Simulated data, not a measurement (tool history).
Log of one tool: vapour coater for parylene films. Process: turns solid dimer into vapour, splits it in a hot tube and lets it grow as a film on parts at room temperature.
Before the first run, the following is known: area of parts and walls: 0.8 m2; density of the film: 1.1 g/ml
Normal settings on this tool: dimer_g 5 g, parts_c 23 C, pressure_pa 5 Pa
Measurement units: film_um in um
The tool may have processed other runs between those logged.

run     day  dimer_g  parts_c  pressure_pa  film_um
  1       0        5       23            5     3.25
  2   2.904        5       23            5     3.17
  3   5.625        5       30            5     2.37
  4   7.458        5       30            5     2.35
  5  10.146        5       30            5     2.31
  6  11.492        5       22            5      3.2
  7  13.608        5       22            5     3.08
  8  16.625        5       22            5     3.08
  9  19.867        5       23            5     2.94
 10  22.604        5       23            5     2.88
 11  24.092        5       23            5     2.85
     24.725  -- trap's valve overhauled
 12  26.375        5       23         5.38     3.24
 13  28.704        5       23         5.38     3.17
 14  31.333        3       32         6.64     1.31
 15  33.371        3       30         2.56     1.57

What will run 16 give?
 16  34.975        2       17         2.01        ?

film_um: 1.9 um
With no hidden state in the tool, this same run would have given film_um 2.01 um.

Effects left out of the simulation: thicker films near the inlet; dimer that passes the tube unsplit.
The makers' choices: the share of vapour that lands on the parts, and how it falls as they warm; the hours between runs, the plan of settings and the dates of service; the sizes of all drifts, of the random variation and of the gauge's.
